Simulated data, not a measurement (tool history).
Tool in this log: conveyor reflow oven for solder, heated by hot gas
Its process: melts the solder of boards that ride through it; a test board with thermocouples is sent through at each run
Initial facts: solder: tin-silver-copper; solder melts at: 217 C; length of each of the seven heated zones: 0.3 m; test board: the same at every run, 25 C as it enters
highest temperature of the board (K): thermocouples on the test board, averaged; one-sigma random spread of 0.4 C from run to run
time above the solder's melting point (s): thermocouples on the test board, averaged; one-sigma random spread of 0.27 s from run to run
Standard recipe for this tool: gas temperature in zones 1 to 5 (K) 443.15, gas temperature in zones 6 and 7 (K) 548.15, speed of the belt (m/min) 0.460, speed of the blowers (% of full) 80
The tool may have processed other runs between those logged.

| run | hour | gas temperature in zones 1 to 5 (K) | gas temperature in zones 6 and 7 (K) | speed of the belt (m/min) | speed of the blowers (% of full) | highest temperature of the board (K) | time above the solder's melting point (s) |
|---|---|---|---|---|---|---|---|
| 1 | 0.0 | 443.15 | 548.15 | 0.460 | 80 | 534.75 | 64.1 |
| 2 | 52.1 | 443.15 | 548.15 | 0.460 | 80 | 534.95 | 63.8 |
| 3 | 118.1 | 443.15 | 548.15 | 0.460 | 80 | 534.85 | 63.7 |
| 4 | 153.8 | 442.15 | 548.15 | 0.460 | 80 | 534.95 | 63.2 |
| 5 | 214.3 | 442.15 | 548.15 | 0.460 | 69 | 532.55 | 60.8 |
|  | 237.7 | flux residue cleaned out of gas plates and filters |
| 6 | 276.8 | 442.15 | 548.15 | 0.460 | 69 | 529.75 | 59.2 |
| 7 | 333.6 | 442.15 | 548.15 | 0.460 | 69 | 529.45 | 58.9 |
| 8 | 379.3 | 442.15 | 548.15 | 0.460 | 69 | 529.95 | 59.0 |
| 9 | 424.5 | 442.15 | 548.15 | 0.460 | 69 | 528.85 | 59.0 |
| 10 | 456.9 | 442.15 | 548.15 | 0.460 | 69 | 529.15 | 59.1 |
|  | 518.6 | thermocouples of zones 6 and 7 changed |
| 11 | 539.0 | 442.15 | 548.15 | 0.460 | 69 | 528.15 | 57.9 |
| 12 | 571.4 | 442.15 | 548.15 | 0.460 | 63 | 526.15 | 55.3 |
|  | 586.9 | flux residue cleaned out of gas plates and filters, once more |
| 13 | 624.9 | 442.15 | 548.15 | 0.460 | 63 | 530.15 | 61.0 |
| 14 | 697.9 | 442.15 | 548.15 | 0.460 | 63 | 531.15 | 61.2 |
| 15 | 736.8 | 442.15 | 548.15 | 0.460 | 63 | 530.25 | 60.6 |
| 16 | 808.0 | 443.15 | 554.15 | 0.460 | 76 | 539.65 | 66.9 |
| 17 | 844.9 | 443.15 | 548.15 | 0.460 | 63 | 530.35 | 61.2 |
| 18 | 878.2 | 458.15 | 539.15 | 0.410 | 69 | 530.15 | 75.2 |
| 19 | 943.7 | 455.15 | 539.15 | 0.410 | 69 | 528.85 | 74.0 |
| 20 | 991.2 | 455.15 | 539.15 | 0.439 | 69 | 527.75 | 67.5 |
| 21 | 1045.3 | 455.15 | 539.15 | 0.439 | 69 | 527.55 | 67.2 |
| 22 | 1079.2 | 455.15 | 539.15 | 0.439 | 69 | 527.05 | 66.9 |
| 23 | 1152.2 | 443.15 | 553.15 | 0.385 | 80 | 544.75 | 83.4 |
|  | 1182.9 | flux residue cleaned out of gas plates and filters |
| 24 | 1200.1 | 446.15 | 553.15 | 0.409 | 80 | 545.15 | 80.2 |
| 25 | 1244.5 | 446.15 | 553.15 | 0.409 | 80 | 545.35 | 79.9 |
| 26 | 1276.8 | 446.15 | 553.15 | 0.409 | 80 | 544.85 | 80.0 |
| 27 | 1319.9 | 436.15 | 553.15 | 0.409 | 83 | 545.25 | 77.4 |
|  | 1334.4 | belt drive overhauled, speed set with a stopwatch |
| 28 | 1383.4 | 436.15 | 553.15 | 0.409 | 83 | 544.05 | 76.1 |

Run 29 has not been measured yet. What should we expect?
| 29 | 1454.3 | 436.15 | 553.15 | 0.409 | 83 | ? | ? |

highest temperature of the board (K): 544.25
time above the solder's melting point (s): 75.8
Minus the tool's unlogged condition, the same run would have read highest temperature of the board (K) 543.35, time above the solder's melting point (s) 75.4.

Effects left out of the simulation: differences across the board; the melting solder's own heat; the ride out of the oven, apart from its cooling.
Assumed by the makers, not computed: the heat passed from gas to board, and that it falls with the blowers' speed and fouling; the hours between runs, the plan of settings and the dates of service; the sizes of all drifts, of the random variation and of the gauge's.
